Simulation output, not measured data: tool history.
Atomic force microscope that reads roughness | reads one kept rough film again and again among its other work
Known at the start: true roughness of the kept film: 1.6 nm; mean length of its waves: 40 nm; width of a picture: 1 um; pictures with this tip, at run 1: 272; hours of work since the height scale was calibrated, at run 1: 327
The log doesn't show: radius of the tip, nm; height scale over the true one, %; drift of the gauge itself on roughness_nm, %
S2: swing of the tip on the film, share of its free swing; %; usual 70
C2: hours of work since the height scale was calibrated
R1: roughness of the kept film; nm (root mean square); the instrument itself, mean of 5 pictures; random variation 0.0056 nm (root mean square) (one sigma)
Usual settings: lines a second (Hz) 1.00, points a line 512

{"run": 1, "day": 0.0, "lines a second (Hz)": 1.0, "S2": 70, "points a line": 512, "pictures with this tip": 272, "C2": 327, "R1": 1.471}
{"run": 2, "day": 0.758, "lines a second (Hz)": 1.0, "S2": 70, "points a line": 512, "pictures with this tip": 289, "C2": 335, "R1": 1.471}
{"run": 3, "day": 1.192, "lines a second (Hz)": 1.0, "S2": 76, "points a line": 512, "pictures with this tip": 299, "C2": 339, "R1": 1.456}
{"run": 4, "day": 1.725, "lines a second (Hz)": 1.0, "S2": 76, "points a line": 512, "pictures with this tip": 311, "C2": 344, "R1": 1.449}
{"run": 5, "day": 2.208, "lines a second (Hz)": 1.0, "S2": 76, "points a line": 512, "pictures with this tip": 322, "C2": 349, "R1": 1.449}
{"run": 6, "day": 2.846, "lines a second (Hz)": 1.0, "S2": 76, "points a line": 512, "pictures with this tip": 336, "C2": 355, "R1": 1.44}
{"run": 7, "day": 3.421, "lines a second (Hz)": 1.0, "S2": 76, "points a line": 512, "pictures with this tip": 349, "C2": 361, "R1": 1.435}
{"run": 8, "day": 4.133, "lines a second (Hz)": 1.0, "S2": 76, "points a line": 512, "pictures with this tip": 365, "C2": 368, "R1": 1.437}
{"run": 9, "day": 4.633, "lines a second (Hz)": 1.0, "S2": 76, "points a line": 512, "pictures with this tip": 376, "C2": 373, "R1": 1.435}
{"run": 10, "day": 5.104, "lines a second (Hz)": 1.0, "S2": 76, "points a line": 512, "pictures with this tip": 386, "C2": 377, "R1": 1.449}
{"day": 5.333, "done": "new tip fitted"}
{"run": 11, "day": 5.783, "lines a second (Hz)": 1.0, "S2": 76, "points a line": 512, "pictures with this tip": 10, "C2": 384, "R1": 1.497}
{"run": 12, "day": 6.538, "lines a second (Hz)": 1.0, "S2": 70, "points a line": 512, "pictures with this tip": 27, "C2": 391, "R1": 1.519}
{"run": 13, "day": 7.362, "lines a second (Hz)": 1.0, "S2": 70, "points a line": 313, "pictures with this tip": 46, "C2": 399, "R1": 1.489}
{"run": 14, "day": 8.133, "lines a second (Hz)": 1.0, "S2": 70, "points a line": 313, "pictures with this tip": 63, "C2": 407, "R1": 1.511}
{"run": 15, "day": 8.771, "lines a second (Hz)": 1.0, "S2": 70, "points a line": 512, "pictures with this tip": 77, "C2": 413, "R1": 1.504}
{"run": 16, "day": 9.333, "lines a second (Hz)": 1.0, "S2": 70, "points a line": 512, "pictures with this tip": 90, "C2": 418, "R1": 1.507}
{"run": 17, "day": 10.212, "lines a second (Hz)": 1.0, "S2": 71, "points a line": 512, "pictures with this tip": 109, "C2": 427, "R1": 1.495}
{"run": 18, "day": 10.621, "lines a second (Hz)": 1.0, "S2": 65, "points a line": 512, "pictures with this tip": 119, "C2": 431, "R1": 1.495}
{"run": 19, "day": 11.146, "lines a second (Hz)": 2.28, "S2": 65, "points a line": 512, "pictures with this tip": 130, "C2": 436, "R1": 1.468}
{"run": 20, "day": 11.933, "lines a second (Hz)": 2.28, "S2": 65, "points a line": 512, "pictures with this tip": 148, "C2": 444, "R1": 1.46}
{"run": 21, "day": 12.442, "lines a second (Hz)": 1.0, "S2": 70, "points a line": 512, "pictures with this tip": 159, "C2": 449, "R1": 1.49}
{"run": 22, "day": 12.954, "lines a second (Hz)": 1.0, "S2": 70, "points a line": 512, "pictures with this tip": 171, "C2": 454, "R1": 1.477}
{"run": 23, "day": 13.729, "lines a second (Hz)": 1.0, "S2": 70, "points a line": 512, "pictures with this tip": 188, "C2": 461, "R1": 1.485}
{"run": 24, "day": 14.512, "lines a second (Hz)": 0.65, "S2": 70, "points a line": 1006, "pictures with this tip": 206, "C2": 469, "R1": 1.504}
{"run": 25, "day": 15.258, "lines a second (Hz)": 3.87, "S2": 70, "points a line": 512, "pictures with this tip": 223, "C2": 476, "R1": 1.378}
{"run": 26, "day": 15.879, "lines a second (Hz)": 1.6, "S2": 66, "points a line": 785, "pictures with this tip": 236, "C2": 482, "R1": 1.472}
{"run": 27, "day": 16.333, "lines a second (Hz)": 0.6, "S2": 89, "points a line": 785, "pictures with this tip": 247, "C2": 487, "R1": 1.449}
{"run": 28, "day": 17.167, "lines a second (Hz)": 0.93, "S2": 77, "points a line": 512, "pictures with this tip": 265, "C2": 495, "R1": 1.457}
{"run": 29, "day": 18.021, "lines a second (Hz)": 2.71, "S2": 78, "points a line": 520, "pictures with this tip": 284, "C2": 503, "R1": 1.353}
{"run": 30, "day": 18.738, "lines a second (Hz)": 0.61, "S2": 79, "points a line": 648, "pictures with this tip": 300, "C2": 510, "R1": 1.463}
{"run": 31, "day": 19.133, "lines a second (Hz)": 3.97, "S2": 81, "points a line": 607, "pictures with this tip": 309, "C2": 514, "R1": 1.26}
{"run": 32, "day": 19.821, "lines a second (Hz)": 0.92, "S2": 59, "points a line": 402, "pictures with this tip": 325, "C2": 521, "R1": 1.481}
{"run": 33, "day": 20.538, "lines a second (Hz)": 3.35, "S2": 59, "points a line": 402, "pictures with this tip": 341, "C2": 528, "R1": 1.433}
{"run": 34, "day": 21.262, "lines a second (Hz)": 1.64, "S2": 70, "points a line": 512, "pictures with this tip": 357, "C2": 535, "R1": 1.429}
{"run": 35, "day": 21.679, "lines a second (Hz)": 1.64, "S2": 84, "points a line": 512, "pictures with this tip": 366, "C2": 539, "R1": 1.367}
{"run": 36, "day": 22.533, "lines a second (Hz)": 1.9, "S2": 63, "points a line": 258, "pictures with this tip": 386, "C2": 547, "R1": 1.423}
{"day": 22.783, "done": "new tip fitted"}
{"run": 37, "day": 23.208, "lines a second (Hz)": 2.95, "S2": 73, "points a line": 364, "pictures with this tip": 9, "C2": 553, "R1": 1.416}
{"run": 38, "day": 23.942, "lines a second (Hz)": 0.77, "S2": 72, "points a line": 923, "pictures with this tip": 26, "C2": 561, "R1": 1.524}
{"run": 39, "day": 24.358, "lines a second (Hz)": 1.88, "S2": 59, "points a line": 742, "pictures with this tip": 35, "C2": 565, "R1": 1.508}
{"run": 40, "day": 25.138, "lines a second (Hz)": 1.0, "S2": 68, "points a line": 512, "pictures with this tip": 52, "C2": 572, "R1": 1.517}
{"run": 41, "day": 25.767, "lines a second (Hz)": 1.0, "S2": 68, "points a line": 370, "pictures with this tip": 67, "C2": 578, "R1": 1.493}
{"run": 42, "day": 26.417, "lines a second (Hz)": 1.0, "S2": 68, "points a line": 370, "pictures with this tip": 81, "C2": 585, "R1": 1.503}
{"run": 43, "day": 27.042, "lines a second (Hz)": 3.18, "S2": 69, "points a line": 494, "pictures with this tip": 95, "C2": 591, "R1": 1.42}

Some steps in R1 between neighbouring runs. How much of each would the tool show without its hidden state too (settings, what came in, random variation), and how much is left for the hidden state, with any gauge scatter that isn't in both results?
Run 10 -> 11: new tip fitted. R1 +0.048 nm (root mean square): hidden state +0.061, all else -0.013.
Run 24 -> 25: lines a second (Hz) 0.65 -> 3.87, points a line 1006 -> 512. R1 -0.126 nm (root mean square): hidden state +0.001, all else -0.127.
Run 30 -> 31: lines a second (Hz) 0.61 -> 3.97, S2 79 -> 81, points a line 648 -> 607. R1 -0.203 nm (root mean square): hidden state +0.007, all else -0.210.
Run 31 -> 32: lines a second (Hz) 3.97 -> 0.92, S2 81 -> 59, points a line 607 -> 402. R1 +0.221 nm (root mean square): hidden state -0.012, all else +0.233.
Run 36 -> 37: lines a second (Hz) 1.90 -> 2.95, S2 63 -> 73, points a line 258 -> 364, new tip fitted. R1 -0.007 nm (root mean square): hidden state +0.065, all else -0.072.
